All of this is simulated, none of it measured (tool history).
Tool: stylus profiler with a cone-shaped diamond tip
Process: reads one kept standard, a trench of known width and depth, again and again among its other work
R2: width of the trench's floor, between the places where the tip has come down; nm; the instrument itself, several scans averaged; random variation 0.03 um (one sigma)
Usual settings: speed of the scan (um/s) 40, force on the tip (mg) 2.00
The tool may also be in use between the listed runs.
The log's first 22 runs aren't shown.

Run 23, day 11.333: usual settings but force on the tip (mg) 1.93. Result: depth of the trench (Å) 2025.2, R2 48100 nm.
Run 24, day 11.925: usual settings but force on the tip (mg) 1.93. Result: depth of the trench (Å) 2026.5, R2 48070 nm.
Run 25, day 12.358: usual settings but force on the tip (mg) 1.93. Result: depth of the trench (Å) 2025.5, R2 48080 nm.
Run 26, day 12.929: usual settings but speed of the scan (um/s) 104, force on the tip (mg) 0.77. Result: depth of the trench (Å) 2014.1, R2 47450 nm.
Run 27, day 13.471: usual settings but speed of the scan (um/s) 83, force on the tip (mg) 1.96. Result: depth of the trench (Å) 2027.4, R2 47840 nm.
Run 28, day 13.917: usual settings but speed of the scan (um/s) 83, force on the tip (mg) 1.96. Result: depth of the trench (Å) 2026.0, R2 47850 nm.
Run 29, day 14.379: usual settings but speed of the scan (um/s) 83, force on the tip (mg) 1.96. Result: depth of the trench (Å) 2027.7, R2 47810 nm.
Run 30, day 14.696: usual settings but speed of the scan (um/s) 106, force on the tip (mg) 0.88. Result: depth of the trench (Å) 2016.1, R2 47450 nm.
Run 31, day 15.075: usual settings but speed of the scan (um/s) 106, force on the tip (mg) 0.88. Result: depth of the trench (Å) 2015.2, R2 47510 nm.
Run 32, day 15.554: usual settings but speed of the scan (um/s) 106, force on the tip (mg) 0.88. Result: depth of the trench (Å) 2015.7, R2 47470 nm.
Run 33, day 16.062: usual settings but speed of the scan (um/s) 17, force on the tip (mg) 1.07. Result: depth of the trench (Å) 2017.2, R2 48140 nm.
Run 34, day 16.642: usual settings but speed of the scan (um/s) 17, force on the tip (mg) 0.72. Result: depth of the trench (Å) 2014.5, R2 48080 nm.
Run 35, day 17.146: usual settings but speed of the scan (um/s) 17, force on the tip (mg) 0.72. Result: depth of the trench (Å) 2014.0, R2 48110 nm.
Run 36, day 17.550: usual settings but speed of the scan (um/s) 109, force on the tip (mg) 0.72. Result: depth of the trench (Å) 2013.5, R2 47390 nm.
Run 37, day 17.900: usual settings but speed of the scan (um/s) 109, force on the tip (mg) 0.72. Result: depth of the trench (Å) 2013.7, R2 47330 nm.
Run 38, day 18.383: usual settings but speed of the scan (um/s) 13, force on the tip (mg) 3.93. Result: depth of the trench (Å) 2042.8, R2 48180 nm.
Run 39, day 18.988: usual settings but speed of the scan (um/s) 39, force on the tip (mg) 4.86. Result: depth of the trench (Å) 2050.3, R2 48100 nm.

Forecast run 40:
Run 40, day 19.354: usual settings but speed of the scan (um/s) 92, force on the tip (mg) 0.72. Result: depth of the trench (Å) ?, R2 ?.

depth of the trench (Å): 2014.2
R2: 47490 nm
Without the tool's hidden state the same run would have given depth of the trench (Å) 2014.3, R2 47510 nm.
